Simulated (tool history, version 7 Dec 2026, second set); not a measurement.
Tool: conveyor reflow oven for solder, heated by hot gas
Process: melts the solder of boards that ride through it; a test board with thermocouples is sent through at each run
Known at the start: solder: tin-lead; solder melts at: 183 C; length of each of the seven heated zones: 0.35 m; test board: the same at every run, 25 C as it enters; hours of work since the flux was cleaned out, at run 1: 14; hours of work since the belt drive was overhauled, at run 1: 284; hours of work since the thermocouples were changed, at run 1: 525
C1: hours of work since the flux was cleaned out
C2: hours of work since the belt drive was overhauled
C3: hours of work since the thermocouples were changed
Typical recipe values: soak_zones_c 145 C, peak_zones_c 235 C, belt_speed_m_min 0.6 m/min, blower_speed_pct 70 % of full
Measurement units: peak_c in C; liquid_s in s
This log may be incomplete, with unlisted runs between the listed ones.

Run 1, day 0: usual settings; C1 14; C2 284; C3 525. Result: peak_c 223.2 C, liquid_s 60 s.
Run 2, day 0.896: usual settings; C1 24; C2 294; C3 534. Result: peak_c 224 C, liquid_s 59.9 s.
Run 3, day 1.983: usual settings; C1 35; C2 305; C3 546. Result: peak_c 222.6 C, liquid_s 59.9 s.
Run 4, day 3.017: usual settings; C1 46; C2 316; C3 556. Result: peak_c 223.5 C, liquid_s 60 s.
Run 5, day 4.075: usual settings but belt_speed_m_min 0.5 m/min; C1 57; C2 327; C3 567. Result: peak_c 226.6 C, liquid_s 75 s.
Run 6, day 5.092: usual settings but belt_speed_m_min 0.603 m/min; C1 67; C2 337; C3 578. Result: peak_c 222.4 C, liquid_s 59.2 s.
Run 7, day 5.592: usual settings but belt_speed_m_min 0.603 m/min; C1 73; C2 343; C3 583. Result: peak_c 222.7 C, liquid_s 59.6 s.
Run 8, day 6.742: usual settings but soak_zones_c 138 C; C1 85; C2 355; C3 595. Result: peak_c 221.4 C, liquid_s 56.8 s.
Run 9, day 7.288: usual settings but soak_zones_c 138 C; C1 90; C2 360; C3 601. Result: peak_c 221.9 C, liquid_s 57 s.
Run 10, day 8.088: usual settings; C1 99; C2 369; C3 609. Result: peak_c 222.6 C, liquid_s 59.7 s.
Run 11, day 9.171: usual settings; C1 110; C2 380; C3 621. Result: peak_c 222.8 C, liquid_s 59.7 s.
Run 12, day 10.108: usual settings; C1 120; C2 390; C3 631. Result: peak_c 222.1 C, liquid_s 59.5 s.
Run 13, day 10.908: usual settings but soak_zones_c 135 C; C1 128; C2 398; C3 639. Result: peak_c 220.8 C, liquid_s 55.2 s.
Run 14, day 12.058: usual settings; C1 140; C2 410; C3 651. Result: peak_c 222.5 C, liquid_s 59.5 s.
Run 15, day 12.792: usual settings; C1 148; C2 418; C3 659. Result: peak_c 222.2 C, liquid_s 59.5 s.

Predict the results of run 16:
Run 16, day 13.425: usual settings; C1 155; C2 425; C3 665. Result: peak_c ?, liquid_s ?.

peak_c: 222.1 C
liquid_s: 59.6 s
Without the tool's hidden state the same run would have given peak_c 224.1 C, liquid_s 60.1 s.
